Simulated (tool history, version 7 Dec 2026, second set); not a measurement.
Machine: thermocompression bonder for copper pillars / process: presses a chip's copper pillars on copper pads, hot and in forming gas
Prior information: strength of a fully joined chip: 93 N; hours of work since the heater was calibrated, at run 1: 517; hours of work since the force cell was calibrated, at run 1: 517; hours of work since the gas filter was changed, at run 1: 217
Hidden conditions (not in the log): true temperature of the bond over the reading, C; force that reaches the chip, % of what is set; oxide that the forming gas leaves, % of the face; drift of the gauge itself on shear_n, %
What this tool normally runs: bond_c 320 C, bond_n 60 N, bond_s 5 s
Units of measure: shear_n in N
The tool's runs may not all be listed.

run	day	bond_c	bond_n	bond_s	hours of work since the heater was calibrated	hours of work since the force cell was calibrated	hours of work since the gas filter was changed	shear_n
1	0.000	320	60	5	517	517	217	61.9
# day 1.892: forming gas filter changed
2	2.404	320	60	5	562	562	10	62.6
3	3.871	320	60	5	590	590	37	63.4
4	5.104	320	60	5	613	613	61	61.7
5	7.258	320	85	5	654	654	102	70.6
6	9.679	320	60	5	700	700	147	59.5
7	11.271	320	60	9	730	730	177	68.2
8	13.438	320	60	9	771	771	218	68.0
# day 15.250: forming gas filter changed
9	15.904	320	60	9	817	817	12	72.1
10	17.208	310	60	5	842	842	37	56.0
11	19.288	310	60	5	881	881	76	56.5
12	20.375	310	60	5	902	902	97	55.7
# day 21.558: heater calibrated with a thermocouple chip
13	21.871	310	60	5	6	929	124	61.3
14	23.512	310	60	5	37	960	155	61.1
15	24.650	310	60	5	58	981	176	58.8
16	26.488	320	60	5	93	1016	211	63.6
17	28.504	292	60	5	131	1054	249	52.2
# day 28.729: forming gas filter changed
18	30.112	317	45	5	161	1084	26	54.6
19	31.758	347	38	15	193	1116	57	78.8
20	33.175	349	62	14	219	1142	84	85.4
21	34.512	320	60	8	245	1168	109	70.2
22	35.800	320	60	8	269	1192	134	71.4
23	38.100	323	48	8	313	1235	177	65.2
24	40.650	323	48	8	361	1284	226	63.0
# day 42.262: forming gas filter changed
25	42.392	323	48	8	393	1316	2	66.3
26	44.708	303	64	3	437	1360	46	50.5
27	46.917	291	64	3	479	1402	88	43.5
28	48.112	314	71	5	502	1425	111	63.9
29	50.000	291	60	7	537	1460	146	54.8
30	51.112	336	60	4	558	1481	167	63.3
31	53.079	320	46	5	596	1519	205	52.8
32	54.446	320	54	6	622	1544	231	58.3
# day 55.717: forming gas filter changed
33	56.204	320	54	6	654	1577	9	61.4

Below are 5 alternative next runs, each starting from the tool's condition after run 33. Predict each:
A	57.650	301	68	5	682	1605	37	?
B	57.650	320	78	6	682	1605	37	?
C	57.650	320	50	3	682	1605	37	?
D	57.650	320	39	5	682	1605	37	?
E	57.650	318	83	11	682	1605	37	?

run	shear_n
A	58.2
B	71.0
C	48.0
D	48.8
E	81.4
Take away the tool's hidden state, keep each run's random variation, and the runs would have read:
run	shear_n
A	65.0
B	76.7
C	54.3
D	55.2
E	85.8

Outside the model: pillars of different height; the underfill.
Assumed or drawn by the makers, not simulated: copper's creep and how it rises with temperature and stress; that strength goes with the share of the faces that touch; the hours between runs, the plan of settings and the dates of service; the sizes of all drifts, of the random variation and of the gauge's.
